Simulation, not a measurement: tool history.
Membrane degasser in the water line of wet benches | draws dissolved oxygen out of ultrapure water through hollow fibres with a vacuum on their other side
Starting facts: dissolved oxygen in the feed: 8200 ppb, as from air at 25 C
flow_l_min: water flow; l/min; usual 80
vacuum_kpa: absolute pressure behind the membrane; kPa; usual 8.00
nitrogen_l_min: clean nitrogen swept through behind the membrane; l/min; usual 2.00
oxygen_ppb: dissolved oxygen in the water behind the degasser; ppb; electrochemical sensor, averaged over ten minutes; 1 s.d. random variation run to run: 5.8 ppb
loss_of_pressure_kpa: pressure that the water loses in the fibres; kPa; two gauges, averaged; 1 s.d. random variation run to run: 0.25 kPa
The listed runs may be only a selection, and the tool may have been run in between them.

| run | hour | flow_l_min | vacuum_kpa | nitrogen_l_min | oxygen_ppb | loss_of_pressure_kpa |
|---|---|---|---|---|---|---|
| 1 | 0.0 | 80 | 8.00 | 2.00 | 600.6 | 69.72 |
| 2 | 146.1 | 80 | 8.69 | 2.00 | 642.2 | 69.97 |
|  | 312.7 | seals of the vacuum lines changed |
| 3 | 312.7 | 80 | 8.69 | 2.00 | 642.2 | 70.14 |
| 4 | 499.3 | 80 | 8.69 | 2.00 | 647.8 | 70.64 |
| 5 | 670.4 | 55 | 8.00 | 2.00 | 408.6 | 48.34 |
| 6 | 972.7 | 55 | 8.00 | 2.00 | 413.3 | 48.49 |
| 7 | 1187.6 | 55 | 8.00 | 2.00 | 415.2 | 48.67 |
| 8 | 1482.4 | 55 | 8.00 | 2.00 | 414.3 | 48.66 |
|  | 1642.4 | vacuum gauge calibrated |
| 9 | 1643.1 | 55 | 8.00 | 2.00 | 404.1 | 48.87 |
| 10 | 1789.3 | 57 | 8.00 | 2.00 | 428.0 | 50.65 |
| 11 | 2054.0 | 57 | 8.00 | 2.00 | 429.2 | 50.74 |
| 12 | 2246.5 | 57 | 8.00 | 2.00 | 430.2 | 50.98 |
| 13 | 2442.3 | 57 | 8.00 | 0.92 | 650.7 | 50.89 |
| 14 | 2722.3 | 57 | 8.00 | 0.92 | 641.5 | 50.85 |
| 15 | 3047.9 | 57 | 10.58 | 0.92 | 912.1 | 51.05 |
| 16 | 3305.0 | 57 | 5.02 | 0.92 | 361.8 | 51.14 |
| 17 | 3560.8 | 91 | 5.23 | 0.82 | 642.0 | 82.35 |
| 18 | 3790.0 | 91 | 5.56 | 3.42 | 448.1 | 81.90 |
| 19 | 4043.0 | 125 | 8.00 | 4.43 | 745.3 | 112.66 |
| 20 | 4205.8 | 49 | 8.17 | 2.00 | 379.8 | 44.27 |
| 21 | 4443.6 | 57 | 17.38 | 2.46 | 817.7 | 51.80 |
| 22 | 4675.0 | 92 | 11.49 | 2.00 | 985.5 | 83.52 |
| 23 | 4946.6 | 93 | 6.36 | 2.36 | 575.4 | 84.54 |
| 24 | 5211.5 | 80 | 10.24 | 1.89 | 815.1 | 72.69 |
| 25 | 5400.5 | 80 | 6.62 | 5.63 | 391.8 | 72.86 |
| 26 | 5543.2 | 109 | 8.00 | 2.79 | 774.3 | 99.72 |
| 27 | 5738.2 | 106 | 16.65 | 2.00 | 1531.0 | 96.68 |
| 28 | 5979.3 | 96 | 9.20 | 1.67 | 933.6 | 87.97 |
| 29 | 6263.0 | 80 | 10.38 | 1.22 | 1032.7 | 73.41 |
| 30 | 6574.1 | 81 | 5.00 | 2.00 | 435.7 | 74.18 |
|  | 6840.2 | vacuum gauge calibrated |
| 31 | 6850.7 | 81 | 5.00 | 2.00 | 429.4 | 74.21 |
| 32 | 7030.8 | 80 | 16.72 | 2.85 | 996.6 | 74.15 |

Below are 4 alternative next runs, each starting from the tool's condition after run 32. Predict each:
| A | 7310.8 | 63 | 5.33 | 3.68 | ? | ? |
| B | 7310.8 | 77 | 16.23 | 2.00 | ? | ? |
| C | 7310.8 | 102 | 5.43 | 2.85 | ? | ? |
| D | 7310.8 | 70 | 8.00 | 2.00 | ? | ? |

| run | oxygen_ppb | loss_of_pressure_kpa |
|---|---|---|
| A | 287.8 | 58.46 |
| B | 1165.5 | 71.41 |
| C | 546.9 | 94.08 |
| D | 569.9 | 64.72 |
With the hidden condition removed and each run's random variation left untouched, the same runs would have given:
| run | oxygen_ppb | loss_of_pressure_kpa |
|---|---|---|
| A | 231.4 | 53.79 |
| B | 1105.9 | 65.68 |
| C | 457.7 | 86.53 |
| D | 508.9 | 59.54 |
